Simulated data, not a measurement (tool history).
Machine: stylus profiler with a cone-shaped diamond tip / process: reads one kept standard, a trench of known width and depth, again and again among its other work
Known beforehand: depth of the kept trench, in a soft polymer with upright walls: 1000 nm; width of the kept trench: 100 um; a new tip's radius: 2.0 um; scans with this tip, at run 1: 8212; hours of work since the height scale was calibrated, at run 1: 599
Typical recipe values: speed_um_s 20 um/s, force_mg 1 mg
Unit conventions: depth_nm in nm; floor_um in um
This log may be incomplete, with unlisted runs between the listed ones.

run   hour  speed_um_s  force_mg  scans with this tip  hours of work since the height scale was calibrated  depth_nm  floor_um
  1      0          20         1                 8212                                                  599    1007.4     95.83
  2   31.1          20         1                 8549                                                  623   1008.06     95.84
  3     77          20         1                 9045                                                  659   1007.54     95.76
  4  108.5          20         1                 9385                                                  684   1008.14     95.79
  5  130.8          20      1.29                 9627                                                  702   1009.29     95.78
  6  181.2          20      1.29                10172                                                  741   1009.18     95.71
  7  229.2          20         1                10691                                                  779   1008.26      95.7
  8  250.9          20         1                10926                                                  796   1007.71     95.67

What will run 9 give?
  9  281.6          38      0.84                11258                                                  821         ?         ?

{"run 9": {"depth_nm": 1007.18, "floor_um": 95.54}}
On a tool with no hidden condition, and with the same random variation, this run would have come out at depth_nm 1006.16 nm, floor_um 96.37 um.
